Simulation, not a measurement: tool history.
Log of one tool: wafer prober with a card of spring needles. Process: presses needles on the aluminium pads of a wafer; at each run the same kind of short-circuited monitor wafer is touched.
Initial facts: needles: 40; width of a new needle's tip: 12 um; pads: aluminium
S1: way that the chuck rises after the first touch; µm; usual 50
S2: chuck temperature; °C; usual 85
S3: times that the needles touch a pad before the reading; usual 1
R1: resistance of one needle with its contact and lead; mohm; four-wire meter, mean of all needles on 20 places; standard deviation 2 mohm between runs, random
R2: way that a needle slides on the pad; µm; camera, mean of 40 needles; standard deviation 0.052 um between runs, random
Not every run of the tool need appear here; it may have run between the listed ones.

run 1 day=0.000 | S1=50 S2=85 S3=1 | R1=386 R2=8.16
-- day=0.183 tips cleaned on abrasive film
run 2 day=0.233 | S1=50 S2=85 S3=1 | R1=273 R2=8.18
run 3 day=0.575 | S1=50 S2=85 S3=1 | R1=381 R2=8.10
-- day=0.796 tips cleaned on abrasive film
run 4 day=0.879 | S1=50 S2=85 S3=1 | R1=294 R2=8.13
run 5 day=1.067 | S1=50 S2=85 S3=1 | R1=360 R2=8.19
-- day=1.412 tips cleaned on abrasive film
run 6 day=1.412 | S1=50 S2=85 S3=1 | R1=227 R2=8.16
run 7 day=1.692 | S1=50 S2=27 S3=1 | R1=379 R2=8.07
-- day=2.017 tips cleaned on abrasive film
run 8 day=2.125 | S1=41 S2=85 S3=1 | R1=373 R2=6.63
-- day=2.175 height of the first contact set anew
run 9 day=2.542 | S1=50 S2=85 S3=1 | R1=399 R2=7.97
-- day=2.654 tips cleaned on abrasive film
run 10 day=2.804 | S1=50 S2=85 S3=1 | R1=351 R2=7.87
run 11 day=3.088 | S1=50 S2=85 S3=1 | R1=398 R2=7.98
-- day=3.271 tips cleaned on abrasive film
run 12 day=3.283 | S1=50 S2=85 S3=1 | R1=228 R2=7.90
run 13 day=3.492 | S1=46 S2=86 S3=2 | R1=312 R2=7.29
run 14 day=3.717 | S1=46 S2=86 S3=2 | R1=344 R2=7.19
-- day=3.896 tips cleaned on abrasive film
run 15 day=3.912 | S1=46 S2=86 S3=2 | R1=240 R2=7.23
run 16 day=4.162 | S1=51 S2=86 S3=2 | R1=313 R2=8.11
-- day=4.508 tips cleaned on abrasive film
run 17 day=4.550 | S1=48 S2=85 S3=1 | R1=275 R2=7.57
run 18 day=4.788 | S1=52 S2=85 S3=2 | R1=310 R2=8.21
-- day=4.879 height of the first contact set anew, once more
-- day=5.125 tips cleaned on abrasive film
run 19 day=5.179 | S1=44 S2=98 S3=2 | R1=269 R2=7.41
run 20 day=5.367 | S1=30 S2=37 S3=3 | R1=350 R2=5.05
-- day=5.750 tips cleaned on abrasive film
run 21 day=5.750 | S1=30 S2=37 S3=3 | R1=219 R2=4.99

Below are 3 alternative next runs, each starting from the tool's condition after run 21. Predict each:
run A day=6.125 | S1=52 S2=85 S3=1 | R1=? R2=?
run B day=6.125 | S1=50 S2=85 S3=3 | R1=? R2=?
run C day=6.125 | S1=50 S2=72 S3=1 | R1=? R2=?

run=A R1=365 R2=8.69
run=B R1=274 R2=8.37
run=C R1=377 R2=8.40
The same runs, with their run-to-run variation unchanged, on a tool lacking any hidden condition would have given:
run=A R1=206 R2=8.72
run=B R1=211 R2=8.40
run=C R1=204 R2=8.43

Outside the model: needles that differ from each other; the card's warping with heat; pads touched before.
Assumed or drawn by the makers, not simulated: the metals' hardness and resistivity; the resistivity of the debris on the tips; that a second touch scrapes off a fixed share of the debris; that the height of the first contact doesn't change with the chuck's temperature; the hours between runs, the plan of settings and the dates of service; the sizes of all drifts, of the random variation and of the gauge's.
